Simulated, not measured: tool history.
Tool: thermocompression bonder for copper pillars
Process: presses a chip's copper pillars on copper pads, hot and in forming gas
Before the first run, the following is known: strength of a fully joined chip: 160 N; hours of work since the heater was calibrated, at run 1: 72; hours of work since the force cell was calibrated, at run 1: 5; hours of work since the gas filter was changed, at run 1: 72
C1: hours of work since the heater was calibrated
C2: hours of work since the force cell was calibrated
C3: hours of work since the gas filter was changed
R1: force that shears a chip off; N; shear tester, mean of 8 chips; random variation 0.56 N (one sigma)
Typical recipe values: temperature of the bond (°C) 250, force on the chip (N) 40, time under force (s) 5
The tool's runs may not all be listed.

{"run": 1, "hour": 0.0, "temperature of the bond (°C)": 250, "force on the chip (N)": 40, "time under force (s)": 5, "C1": 72, "C2": 5, "C3": 72, "R1": 95.3}
{"run": 2, "hour": 26.8, "temperature of the bond (°C)": 250, "force on the chip (N)": 40, "time under force (s)": 14, "C1": 86, "C2": 18, "C3": 86, "R1": 124.6}
{"run": 3, "hour": 70.0, "temperature of the bond (°C)": 250, "force on the chip (N)": 40, "time under force (s)": 14, "C1": 107, "C2": 40, "C3": 107, "R1": 125.1}
{"run": 4, "hour": 93.4, "temperature of the bond (°C)": 250, "force on the chip (N)": 40, "time under force (s)": 14, "C1": 119, "C2": 51, "C3": 119, "R1": 125.2}
{"run": 5, "hour": 135.3, "temperature of the bond (°C)": 250, "force on the chip (N)": 40, "time under force (s)": 5, "C1": 140, "C2": 72, "C3": 140, "R1": 97}
{"run": 6, "hour": 164.8, "temperature of the bond (°C)": 250, "force on the chip (N)": 40, "time under force (s)": 5, "C1": 154, "C2": 87, "C3": 154, "R1": 96.7}
{"run": 7, "hour": 189.3, "temperature of the bond (°C)": 250, "force on the chip (N)": 40, "time under force (s)": 5, "C1": 167, "C2": 99, "C3": 167, "R1": 96}
{"run": 8, "hour": 237.0, "temperature of the bond (°C)": 250, "force on the chip (N)": 40, "time under force (s)": 5, "C1": 190, "C2": 123, "C3": 190, "R1": 96.5}
{"run": 9, "hour": 264.9, "temperature of the bond (°C)": 250, "force on the chip (N)": 40, "time under force (s)": 5, "C1": 204, "C2": 137, "C3": 204, "R1": 95.3}
{"run": 10, "hour": 304.2, "temperature of the bond (°C)": 250, "force on the chip (N)": 40, "time under force (s)": 5, "C1": 224, "C2": 157, "C3": 224, "R1": 96.2}
{"run": 11, "hour": 328.7, "temperature of the bond (°C)": 250, "force on the chip (N)": 40, "time under force (s)": 5, "C1": 236, "C2": 169, "C3": 236, "R1": 96.1}
{"run": 12, "hour": 373.9, "temperature of the bond (°C)": 253, "force on the chip (N)": 25, "time under force (s)": 3, "C1": 259, "C2": 191, "C3": 259, "R1": 61.2}
{"run": 13, "hour": 422.3, "temperature of the bond (°C)": 250, "force on the chip (N)": 30, "time under force (s)": 14, "C1": 283, "C2": 215, "C3": 283, "R1": 108.7}
{"hour": 426.2, "done": "force cell calibrated"}
{"run": 14, "hour": 450.7, "temperature of the bond (°C)": 250, "force on the chip (N)": 30, "time under force (s)": 14, "C1": 296, "C2": 12, "C3": 296, "R1": 108.1}
{"run": 15, "hour": 487.9, "temperature of the bond (°C)": 250, "force on the chip (N)": 43, "time under force (s)": 10, "C1": 315, "C2": 31, "C3": 315, "R1": 118}

Expected results for the next run?
{"hour": 519.7, "done": "forming gas filter changed"}
{"run": 16, "hour": 530.5, "temperature of the bond (°C)": 223, "force on the chip (N)": 39, "time under force (s)": 9, "C1": 336, "C2": 52, "C3": 5, "R1": "?"}

{"run 16": {"R1": 80.1}}
Minus the tool's unlogged condition, the same run would have read R1 73.9 N.
